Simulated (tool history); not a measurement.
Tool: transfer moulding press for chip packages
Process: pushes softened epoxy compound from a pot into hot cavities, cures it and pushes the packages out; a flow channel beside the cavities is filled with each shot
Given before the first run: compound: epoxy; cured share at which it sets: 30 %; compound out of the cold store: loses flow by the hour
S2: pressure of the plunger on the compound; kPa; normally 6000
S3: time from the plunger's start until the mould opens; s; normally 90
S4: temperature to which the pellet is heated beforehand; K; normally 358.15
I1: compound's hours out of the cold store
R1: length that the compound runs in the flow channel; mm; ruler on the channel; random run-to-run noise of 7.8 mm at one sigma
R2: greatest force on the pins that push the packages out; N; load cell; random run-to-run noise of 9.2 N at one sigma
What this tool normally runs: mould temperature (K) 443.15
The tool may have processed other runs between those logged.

Run 1, hour 0: usual settings; I1 24.2. Result: R1 912 mm, R2 415 N.
Run 2, hour 27.4: usual settings but S4 354.15 K; I1 13.5. Result: R1 1008 mm, R2 434 N.
At hour 33.6: mould's thermocouples calibrated.
At hour 52: cavities cleaned with cleaning compound and waxed.
Run 3, hour 57.8: usual settings but S4 367.15 K; I1 28. Result: R1 904 mm, R2 390 N.
Run 4, hour 95: usual settings but S4 361.15 K; I1 14. Result: R1 997 mm, R2 404 N.
Run 5, hour 117.7: usual settings but S4 361.15 K; I1 37.4. Result: R1 861 mm, R2 407 N.
At hour 125.6: cavities cleaned with cleaning compound and waxed.
Run 6, hour 156.3: usual settings but S4 361.15 K; I1 32.6. Result: R1 875 mm, R2 387 N.
Run 7, hour 188.2: usual settings but mould temperature (K) 442.15; I1 36.8. Result: R1 852 mm, R2 415 N.
At hour 197.9: cavities cleaned with cleaning compound and waxed.
Run 8, hour 208.1: usual settings but mould temperature (K) 438.15; I1 30.6. Result: R1 897 mm, R2 507 N.
Run 9, hour 246.3: usual settings but mould temperature (K) 440.15; I1 13.7. Result: R1 1003 mm, R2 479 N.
At hour 270.1: cavities cleaned with cleaning compound and waxed.
Run 10, hour 284.2: usual settings but S4 359.15 K; I1 20.3. Result: R1 967 mm, R2 411 N.
Run 11, hour 305.3: usual settings; I1 23.8. Result: R1 929 mm, R2 423 N.
Run 12, hour 332.3: usual settings; I1 17.9. Result: R1 967 mm, R2 413 N.
At hour 344.8: plunger's sealing rings changed.
At hour 346.3: cavities cleaned with cleaning compound and waxed.
Run 13, hour 364.2: usual settings; I1 38.7. Result: R1 840 mm, R2 392 N.
Run 14, hour 393.6: usual settings; I1 19.4. Result: R1 967 mm, R2 404 N.
Run 15, hour 410.2: usual settings but mould temperature (K) 436.15, S2 6550 kPa, S3 126 s, S4 355.15 K; I1 42. Result: R1 890 mm, R2 381 N.
At hour 419.1: cavities cleaned with cleaning compound and waxed.
Run 16, hour 428.9: usual settings but mould temperature (K) 450.15, S2 6550 kPa, S3 119 s, S4 355.15 K; I1 33.9. Result: R1 888 mm, R2 335 N.
Run 17, hour 451.5: usual settings but S3 129 s; I1 33.3. Result: R1 869 mm, R2 352 N.
Run 18, hour 471.2: usual settings but mould temperature (K) 439.15, S3 125 s; I1 24.9. Result: R1 936 mm, R2 368 N.
At hour 491.6: cavities cleaned with cleaning compound and waxed.
Run 19, hour 493.7: usual settings but mould temperature (K) 439.15, S3 79 s, S4 351.15 K; I1 32.3. Result: R1 901 mm, R2 658 N.
Run 20, hour 522.3: usual settings but mould temperature (K) 441.15, S3 116 s, S4 351.15 K; I1 39.5. Result: R1 849 mm, R2 352 N.
At hour 538.5: mould's thermocouples calibrated.
Run 21, hour 540.6: usual settings but mould temperature (K) 441.15, S3 79 s; I1 34.1. Result: R1 879 mm, R2 520 N.
Run 22, hour 562: usual settings but mould temperature (K) 444.15, S2 6620 kPa, S3 79 s; I1 12.2. Result: R1 1062 mm, R2 507 N.
At hour 566.8: cavities cleaned with cleaning compound and waxed.
Run 23, hour 597.7: usual settings but S2 7190 kPa, S3 122 s; I1 38.9. Result: R1 930 mm, R2 344 N.
Run 24, hour 634.1: usual settings but mould temperature (K) 444.15, S4 349.15 K; I1 37.7. Result: R1 840 mm, R2 395 N.
At hour 638.8: cavities cleaned with cleaning compound and waxed.
Run 25, hour 655.1: usual settings but mould temperature (K) 450.15, S3 84 s, S4 367.15 K; I1 40.8. Result: R1 817 mm, R2 344 N.
Run 26, hour 681.9: usual settings but mould temperature (K) 450.15, S3 84 s, S4 367.15 K; I1 16.5. Result: R1 950 mm, R2 362 N.
At hour 711.3: cavities cleaned with cleaning compound and waxed.
Run 27, hour 711.3: usual settings but mould temperature (K) 437.15, S2 5050 kPa, S3 84 s, S4 355.15 K; I1 40.6. Result: R1 776 mm, R2 615 N.

5 ways to go on from here, each from the tool as it stands after run 27. What would each give?
Run A, hour 736.7: usual settings but S2 6840 kPa; I1 32.2. Result: R1 ?, R2 ?.
Run B, hour 736.7: usual settings but mould temperature (K) 445.15, S2 4890 kPa, S3 78 s; I1 33.7. Result: R1 ?, R2 ?.
Run C, hour 736.7: usual settings but S3 83 s; I1 38.9. Result: R1 ?, R2 ?.
Run D, hour 736.7: usual settings but mould temperature (K) 444.15, S2 5280 kPa, S3 84 s, S4 355.15 K; I1 12. Result: R1 ?, R2 ?.
Run E, hour 736.7: usual settings but S3 101 s, S4 364.15 K; I1 47.1. Result: R1 ?, R2 ?.

run   R1   R2
  A  933  395
  B  766  443
  C  834  428
  D  968  446
  E  801  359
With the hidden condition removed and each run's random variation left untouched, the same runs would have given:
run   R1   R2
  A  935  391
  B  769  439
  C  836  424
  D  970  442
  E  803  355
